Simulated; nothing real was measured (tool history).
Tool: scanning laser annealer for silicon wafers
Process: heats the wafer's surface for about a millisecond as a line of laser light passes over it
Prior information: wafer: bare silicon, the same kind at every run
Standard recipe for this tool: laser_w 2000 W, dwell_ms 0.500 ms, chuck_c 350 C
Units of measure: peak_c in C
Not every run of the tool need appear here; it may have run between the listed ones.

run,day,laser_w,dwell_ms,chuck_c,peak_c
1,0.000,2000,0.500,350,1117
2,0.425,2000,0.500,350,1116
3,0.638,2000,0.616,350,1210
4,0.992,1733,0.500,350,1003
5,1.300,1733,0.500,350,1004
6,1.721,1733,0.501,350,1005
7,2.058,1733,0.501,350,1002
8,2.258,2000,0.500,350,1114
9,2.662,2000,0.500,350,1114
10,2.875,2000,0.500,350,1116
11,3.283,2000,0.439,350,1061
12,3.521,1851,0.415,316,951
13,3.942,1736,0.500,377,1029
14,4.279,1954,0.500,349,1096
15,4.579,1954,0.500,349,1096
16,4.954,1940,0.418,374,1044
17,5.208,1940,0.418,374,1046
18,5.446,1940,0.418,374,1045
19,5.629,1940,0.418,374,1047
20,5.842,2000,0.407,356,1039

Put back what was entered between runs (1 entry, withheld): which listed runs does each sit between, and how does the hidden state differ from the listed run before to the listed run after?
Between runs 13 and 14: window over the wafer cleaned (day 4.279)
  light that passes the window, % of a clean one's: 99.77 -> 99.98; width of the line over the set one, %: 0.22 -> 0.23
  measured value less the no-hidden-state value, peak_c: -3 -> -2 C
